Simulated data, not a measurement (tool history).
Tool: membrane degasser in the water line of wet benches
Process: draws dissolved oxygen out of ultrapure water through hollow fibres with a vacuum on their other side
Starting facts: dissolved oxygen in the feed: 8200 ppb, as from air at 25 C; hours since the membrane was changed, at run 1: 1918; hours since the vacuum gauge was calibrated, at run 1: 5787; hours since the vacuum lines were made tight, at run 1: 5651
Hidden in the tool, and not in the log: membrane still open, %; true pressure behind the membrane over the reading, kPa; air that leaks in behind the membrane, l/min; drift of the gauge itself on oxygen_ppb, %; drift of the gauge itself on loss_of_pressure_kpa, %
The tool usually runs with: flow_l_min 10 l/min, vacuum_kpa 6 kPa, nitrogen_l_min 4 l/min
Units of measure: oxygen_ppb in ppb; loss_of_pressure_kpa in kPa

run,hour,flow_l_min,vacuum_kpa,nitrogen_l_min,hours since the membrane was changed,hours since the vacuum gauge was calibrated,hours since the vacuum lines were made tight,oxygen_ppb,loss_of_pressure_kpa
1,0,10,6,4,1918,5787,5651,38.6,41.43
2,24.3,10,6,4,1942,5812,5676,39.7,41.82
3,54.5,10,6,4,1973,5842,5706,38.7,41.59
4,102.7,10,6,4,2021,5890,5754,39.6,41.63
5,148.3,8,6,4,2066,5936,5800,22.9,33.29
6,174.1,8,6,4,2092,5961,5825,23.6,33.21
7,203.6,8,6,4,2122,5991,5855,23,33.61
8,229.7,8,6,4,2148,6017,5881,23.5,33.32
9,251.6,8,6,4,2170,6039,5903,23.5,33.32
10,301.3,10,4.08,4,2219,6089,5953,26.8,41.79
11,344.6,10,4.08,4,2263,6132,5996,26.7,41.34
12,376,10,4.08,4,2294,6163,6027,27.2,41.88
13,407.7,10,4.08,4,2326,6195,6059,27.1,41.59
14,441.3,10,8.35,1.79,2359,6229,6093,95.3,41.42
15,491.9,8,6,7.2,2410,6279,6143,16.3,33.29
16,516.3,9,6,7.2,2434,6304,6168,22.5,37.82
17,560.5,9,6.27,9.58,2478,6348,6212,21,37.31
18,596.5,10,6.81,2.8,2514,6384,6248,54.8,41.7
19,636.9,7,5.33,2.8,2555,6424,6288,19.5,28.99
20,687.2,13,14.86,8.17,2605,6475,6339,102.8,53.85
21,711.1,13,14.86,8.17,2629,6498,6362,103.3,54.01
22,738.9,10,6,7.23,2657,6526,6390,31.2,41.6
23,780.5,10,6,7.23,2699,6568,6432,30.8,41.94
24,811.2,10,6,7.23,2729,6599,6463,30.7,41.87
25,838.4,9,6,7.23,2756,6626,6490,23,37.76

Alternative continuations, all from the tool just after run 25; predict every row:
A,886.4,10,5.64,9.16,2804,6674,6538,?,?
B,886.4,9,7.6,4.54,2804,6674,6538,?,?
C,886.4,10,11.31,4,2804,6674,6538,?,?

run,oxygen_ppb,loss_of_pressure_kpa
A,27.2,41.89
B,36.9,37.49
C,74.5,41.91
With no hidden state in the tool, these same runs would have given:
run,oxygen_ppb,loss_of_pressure_kpa
A,24.2,41.24
B,32.9,36.91
C,68.4,41.26
